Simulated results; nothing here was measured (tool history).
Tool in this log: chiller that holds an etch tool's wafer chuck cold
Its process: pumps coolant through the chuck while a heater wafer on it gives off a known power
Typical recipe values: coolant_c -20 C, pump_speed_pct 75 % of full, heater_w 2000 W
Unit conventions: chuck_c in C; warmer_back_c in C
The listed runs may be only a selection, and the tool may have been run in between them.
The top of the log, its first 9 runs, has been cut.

{"run": 10, "day": 13.746, "coolant_c": -20, "pump_speed_pct": 75, "heater_w": 2000, "chuck_c": -1.8, "warmer_back_c": 6.47}
{"run": 11, "day": 15.142, "coolant_c": -20, "pump_speed_pct": 75, "heater_w": 2000, "chuck_c": -1.9, "warmer_back_c": 6.4}
{"run": 12, "day": 17.038, "coolant_c": -20, "pump_speed_pct": 75, "heater_w": 2000, "chuck_c": -1.7, "warmer_back_c": 6.44}
{"run": 13, "day": 18.312, "coolant_c": -20, "pump_speed_pct": 75, "heater_w": 2000, "chuck_c": -1.9, "warmer_back_c": 6.44}
{"run": 14, "day": 19.304, "coolant_c": -20, "pump_speed_pct": 75, "heater_w": 2000, "chuck_c": -1.7, "warmer_back_c": 6.51}
{"run": 15, "day": 20.633, "coolant_c": -20, "pump_speed_pct": 75, "heater_w": 2000, "chuck_c": -1.8, "warmer_back_c": 6.45}
{"run": 16, "day": 22.354, "coolant_c": -20, "pump_speed_pct": 68, "heater_w": 2000, "chuck_c": -0.6, "warmer_back_c": 7.21}
{"run": 17, "day": 24.096, "coolant_c": -20, "pump_speed_pct": 68, "heater_w": 2000, "chuck_c": -0.8, "warmer_back_c": 7.17}
{"run": 18, "day": 25.492, "coolant_c": -29, "pump_speed_pct": 75, "heater_w": 2000, "chuck_c": -10.9, "warmer_back_c": 6.58}
{"run": 19, "day": 26.921, "coolant_c": -20, "pump_speed_pct": 75, "heater_w": 2000, "chuck_c": -1.9, "warmer_back_c": 6.51}
{"run": 20, "day": 28.133, "coolant_c": -15, "pump_speed_pct": 67, "heater_w": 1821, "chuck_c": 2.6, "warmer_back_c": 6.58}
{"run": 21, "day": 29.867, "coolant_c": -24, "pump_speed_pct": 85, "heater_w": 2354, "chuck_c": -4.3, "warmer_back_c": 6.69}
{"run": 22, "day": 31.475, "coolant_c": -24, "pump_speed_pct": 85, "heater_w": 2354, "chuck_c": -4.3, "warmer_back_c": 6.72}
{"run": 23, "day": 33.496, "coolant_c": -24, "pump_speed_pct": 85, "heater_w": 2354, "chuck_c": -4.1, "warmer_back_c": 6.69}
{"run": 24, "day": 34.988, "coolant_c": -13, "pump_speed_pct": 85, "heater_w": 2380, "chuck_c": 7.0, "warmer_back_c": 6.79}
{"run": 25, "day": 36.133, "coolant_c": -29, "pump_speed_pct": 69, "heater_w": 2000, "chuck_c": -10.0, "warmer_back_c": 6.97}
{"run": 26, "day": 37.1, "coolant_c": -23, "pump_speed_pct": 76, "heater_w": 2034, "chuck_c": -4.7, "warmer_back_c": 6.54}
{"run": 27, "day": 38.742, "coolant_c": -23, "pump_speed_pct": 68, "heater_w": 1052, "chuck_c": -12.9, "warmer_back_c": 3.84}
{"run": 28, "day": 40.721, "coolant_c": -23, "pump_speed_pct": 68, "heater_w": 1052, "chuck_c": -12.8, "warmer_back_c": 3.74}
{"run": 29, "day": 42.246, "coolant_c": -13, "pump_speed_pct": 72, "heater_w": 1972, "chuck_c": 5.4, "warmer_back_c": 6.65}
{"run": 30, "day": 43.808, "coolant_c": -12, "pump_speed_pct": 69, "heater_w": 1952, "chuck_c": 6.7, "warmer_back_c": 6.88}
{"run": 31, "day": 44.904, "coolant_c": -12, "pump_speed_pct": 69, "heater_w": 1952, "chuck_c": 6.6, "warmer_back_c": 6.84}
{"run": 32, "day": 46.992, "coolant_c": -22, "pump_speed_pct": 68, "heater_w": 2094, "chuck_c": -2.0, "warmer_back_c": 7.46}

4 ways to go on from here, each from the tool as it stands after run 32. What would each give?
{"run": "A", "day": 47.925, "coolant_c": -22, "pump_speed_pct": 95, "heater_w": 2094, "chuck_c": "?", "warmer_back_c": "?"}
{"run": "B", "day": 47.925, "coolant_c": -20, "pump_speed_pct": 75, "heater_w": 2531, "chuck_c": "?", "warmer_back_c": "?"}
{"run": "C", "day": 47.925, "coolant_c": -14, "pump_speed_pct": 89, "heater_w": 1729, "chuck_c": "?", "warmer_back_c": "?"}
{"run": "D", "day": 47.925, "coolant_c": -20, "pump_speed_pct": 75, "heater_w": 2378, "chuck_c": "?", "warmer_back_c": "?"}

run=A chuck_c=-5.7 warmer_back_c=5.31
run=B chuck_c=3.1 warmer_back_c=8.20
run=C chuck_c=0.1 warmer_back_c=4.69
run=D chuck_c=1.5 warmer_back_c=7.72
The same runs, with their run-to-run variation unchanged, on a tool lacking any hidden condition would have given:
run=A chuck_c=-5.7 warmer_back_c=5.31
run=B chuck_c=3.1 warmer_back_c=8.19
run=C chuck_c=0.1 warmer_back_c=4.69
run=D chuck_c=1.5 warmer_back_c=7.72
